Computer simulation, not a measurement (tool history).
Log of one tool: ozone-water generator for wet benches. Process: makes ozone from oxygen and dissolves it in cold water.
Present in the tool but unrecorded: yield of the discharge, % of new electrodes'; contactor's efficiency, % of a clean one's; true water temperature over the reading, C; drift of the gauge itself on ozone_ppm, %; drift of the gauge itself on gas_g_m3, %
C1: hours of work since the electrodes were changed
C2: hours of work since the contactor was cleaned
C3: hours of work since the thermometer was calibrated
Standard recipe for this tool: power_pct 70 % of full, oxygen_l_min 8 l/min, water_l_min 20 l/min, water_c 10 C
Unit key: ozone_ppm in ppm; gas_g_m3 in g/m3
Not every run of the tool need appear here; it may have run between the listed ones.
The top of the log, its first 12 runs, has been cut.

{"run": 13, "day": 14.904, "power_pct": 70, "oxygen_l_min": 10.42, "water_l_min": 20, "water_c": 10, "C1": 1124, "C2": 1934, "C3": 238, "ozone_ppm": 26.8, "gas_g_m3": 142.5}
{"run": 14, "day": 16.55, "power_pct": 70, "oxygen_l_min": 10.42, "water_l_min": 20, "water_c": 10, "C1": 1150, "C2": 1960, "C3": 264, "ozone_ppm": 26.4, "gas_g_m3": 142.4}
{"run": 15, "day": 18.45, "power_pct": 70, "oxygen_l_min": 10.42, "water_l_min": 20, "water_c": 10, "C1": 1180, "C2": 1990, "C3": 295, "ozone_ppm": 26.3, "gas_g_m3": 141.4}
{"run": 16, "day": 19.408, "power_pct": 70, "oxygen_l_min": 10.42, "water_l_min": 20, "water_c": 10, "C1": 1196, "C2": 2006, "C3": 310, "ozone_ppm": 26.6, "gas_g_m3": 143.2}
{"run": 17, "day": 20.875, "power_pct": 75, "oxygen_l_min": 10.57, "water_l_min": 20, "water_c": 10, "C1": 1219, "C2": 2029, "C3": 333, "ozone_ppm": 28.2, "gas_g_m3": 148.3}
{"run": 18, "day": 22.392, "power_pct": 75, "oxygen_l_min": 10.57, "water_l_min": 20, "water_c": 10, "C1": 1243, "C2": 2053, "C3": 358, "ozone_ppm": 28, "gas_g_m3": 147.3}
{"run": 19, "day": 24.0, "power_pct": 47, "oxygen_l_min": 8, "water_l_min": 20, "water_c": 10, "C1": 1269, "C2": 2079, "C3": 383, "ozone_ppm": 19.8, "gas_g_m3": 120.2}
{"run": 20, "day": 25.75, "power_pct": 70, "oxygen_l_min": 4.15, "water_l_min": 20, "water_c": 10, "C1": 1297, "C2": 2107, "C3": 411, "ozone_ppm": 29.4, "gas_g_m3": 265.8}
{"run": 21, "day": 26.521, "power_pct": 91, "oxygen_l_min": 4.15, "water_l_min": 20, "water_c": 10, "C1": 1309, "C2": 2119, "C3": 424, "ozone_ppm": 37.2, "gas_g_m3": 332.6}
{"run": 22, "day": 28.062, "power_pct": 91, "oxygen_l_min": 4.15, "water_l_min": 20, "water_c": 10, "C1": 1334, "C2": 2144, "C3": 448, "ozone_ppm": 37.8, "gas_g_m3": 330.9}
{"run": 23, "day": 29.646, "power_pct": 91, "oxygen_l_min": 4.15, "water_l_min": 20, "water_c": 10, "C1": 1359, "C2": 2169, "C3": 474, "ozone_ppm": 37.4, "gas_g_m3": 330.4}
{"run": 24, "day": 30.429, "power_pct": 91, "oxygen_l_min": 5.88, "water_l_min": 13, "water_c": 10, "C1": 1372, "C2": 2182, "C3": 486, "ozone_ppm": 48.3, "gas_g_m3": 258.8}
{"run": 25, "day": 31.521, "power_pct": 91, "oxygen_l_min": 5.88, "water_l_min": 13, "water_c": 10, "C1": 1389, "C2": 2199, "C3": 504, "ozone_ppm": 48.8, "gas_g_m3": 260.1}
{"run": 26, "day": 33.371, "power_pct": 70, "oxygen_l_min": 8, "water_l_min": 20, "water_c": 8, "C1": 1419, "C2": 2229, "C3": 533, "ozone_ppm": 28.7, "gas_g_m3": 168}
{"run": 27, "day": 34.512, "power_pct": 60, "oxygen_l_min": 13.14, "water_l_min": 12, "water_c": 8, "C1": 1437, "C2": 2247, "C3": 551, "ozone_ppm": 28.3, "gas_g_m3": 104.5}
{"run": 28, "day": 35.912, "power_pct": 43, "oxygen_l_min": 13.14, "water_l_min": 20, "water_c": 8, "C1": 1459, "C2": 2269, "C3": 574, "ozone_ppm": 16.7, "gas_g_m3": 78.7}
{"run": 29, "day": 36.908, "power_pct": 43, "oxygen_l_min": 13.14, "water_l_min": 20, "water_c": 8, "C1": 1475, "C2": 2285, "C3": 590, "ozone_ppm": 16.9, "gas_g_m3": 78.5}
{"run": 30, "day": 38.533, "power_pct": 42, "oxygen_l_min": 8, "water_l_min": 20, "water_c": 10, "C1": 1501, "C2": 2311, "C3": 616, "ozone_ppm": 17.6, "gas_g_m3": 109.2}
{"run": 31, "day": 40.054, "power_pct": 70, "oxygen_l_min": 4.96, "water_l_min": 20, "water_c": 10, "C1": 1525, "C2": 2335, "C3": 640, "ozone_ppm": 29.1, "gas_g_m3": 231.7}
{"run": 32, "day": 41.433, "power_pct": 69, "oxygen_l_min": 8, "water_l_min": 13, "water_c": 10, "C1": 1547, "C2": 2357, "C3": 662, "ozone_ppm": 35.3, "gas_g_m3": 165}

Each row is a separate what-if for the run after 32, all from the same tool condition, not one after another. Results?
{"run": "A", "day": 42.6, "power_pct": 70, "oxygen_l_min": 7.49, "water_l_min": 20, "water_c": 17, "C1": 1566, "C2": 2376, "C3": 681, "ozone_ppm": "?", "gas_g_m3": "?"}
{"run": "B", "day": 42.6, "power_pct": 42, "oxygen_l_min": 8, "water_l_min": 31, "water_c": 5, "C1": 1566, "C2": 2376, "C3": 681, "ozone_ppm": "?", "gas_g_m3": "?"}
{"run": "C", "day": 42.6, "power_pct": 70, "oxygen_l_min": 8, "water_l_min": 19, "water_c": 7, "C1": 1566, "C2": 2376, "C3": 681, "ozone_ppm": "?", "gas_g_m3": "?"}

run=A ozone_ppm=25 gas_g_m3=176
run=B ozone_ppm=13.6 gas_g_m3=107
run=C ozone_ppm=30.2 gas_g_m3=166.6
The same runs, with their run-to-run variation unchanged, on a tool lacking any hidden condition would have given:
run=A ozone_ppm=26.9 gas_g_m3=187.1
run=B ozone_ppm=14.3 gas_g_m3=110.7
run=C ozone_ppm=32.6 gas_g_m3=177.1
